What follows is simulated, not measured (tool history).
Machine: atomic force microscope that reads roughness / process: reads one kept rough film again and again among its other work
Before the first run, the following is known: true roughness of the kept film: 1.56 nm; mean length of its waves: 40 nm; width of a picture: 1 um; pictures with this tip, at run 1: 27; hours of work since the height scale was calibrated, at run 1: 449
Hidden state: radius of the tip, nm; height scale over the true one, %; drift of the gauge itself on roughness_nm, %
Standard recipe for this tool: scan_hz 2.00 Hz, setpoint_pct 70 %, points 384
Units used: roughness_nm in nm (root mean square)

run,hour,scan_hz,setpoint_pct,points,pictures with this tip,hours of work since the height scale was calibrated,roughness_nm
1,0.0,2.00,70,384,27,449,1.410
2,14.9,2.00,76,384,44,459,1.391
3,41.9,2.00,76,384,75,476,1.380
4,62.9,2.00,76,384,98,490,1.372
5,85.7,2.00,70,384,124,505,1.397
6,103.6,2.00,70,384,144,517,1.389
7,129.5,2.00,70,384,174,534,1.394
8,159.5,2.00,70,732,208,553,1.386
9,188.1,2.00,70,732,240,572,1.379
10,209.8,2.00,70,732,265,586,1.375
11,238.7,2.00,70,384,297,605,1.362
12,257.9,2.18,70,384,319,618,1.354
13,284.9,2.18,70,384,350,636,1.347
# hour 290.4: new tip fitted
14,315.3,0.85,70,384,29,655,1.450
15,333.4,2.00,70,384,49,667,1.406
16,363.1,2.00,82,384,83,686,1.350
17,391.9,2.00,82,384,115,705,1.333
18,414.9,3.60,70,384,141,720,1.340
19,436.0,3.60,70,384,165,734,1.333
20,462.7,3.60,70,384,195,752,1.325
21,488.8,3.60,70,384,225,769,1.329
22,512.8,2.00,70,384,252,785,1.368
23,542.3,1.30,87,879,285,804,1.322
24,567.1,1.30,87,879,314,820,1.332
25,587.1,1.30,87,879,336,833,1.321
26,602.5,1.30,87,879,354,843,1.314
# hour 604.7: new tip fitted
27,619.2,1.28,71,384,16,854,1.434
28,639.7,2.00,58,384,39,867,1.444
29,656.6,1.36,89,349,58,879,1.353
30,684.5,0.82,57,384,90,897,1.452
31,707.2,0.82,74,524,116,912,1.427
# hour 710.8: height scale calibrated on a step standard
32,732.2,0.82,74,524,143,14,1.420
33,754.8,2.24,70,487,168,29,1.378
34,780.7,2.24,83,563,198,46,1.301
35,805.8,2.00,65,308,226,62,1.385
36,822.6,2.00,65,308,245,73,1.381
37,849.3,2.00,65,308,275,91,1.383
# hour 864.1: height scale calibrated on a step standard, once more
38,881.7,2.00,65,308,311,12,1.380
39,898.3,2.00,65,308,330,22,1.377
40,920.0,2.00,70,942,354,37,1.368
# hour 922.6: new tip fitted
41,940.8,1.70,56,1016,20,50,1.471
42,971.5,2.00,64,720,55,70,1.435
43,988.3,0.93,70,486,74,81,1.444
44,1013.3,0.93,70,486,102,97,1.445

How would selected steps in roughness_nm from run to run divide? Give the signed amount a tool lacking its hidden state would still show from settings, what came in and random variation, and the signed amount left for the hidden state, including any gauge scatter that is not in both of the compared results.
Run 13 -> 14: scan_hz 2.18 -> 0.85, new tip fitted. roughness_nm +0.103 nm (root mean square): hidden state +0.050, all else +0.053.
Run 26 -> 27: scan_hz 1.30 -> 1.28, setpoint_pct 87 -> 71, points 879 -> 384, new tip fitted. roughness_nm +0.120 nm (root mean square): hidden state +0.059, all else +0.061.
Run 40 -> 41: scan_hz 2.00 -> 1.70, setpoint_pct 70 -> 56, points 942 -> 1016, new tip fitted. roughness_nm +0.103 nm (root mean square): hidden state +0.056, all else +0.047.
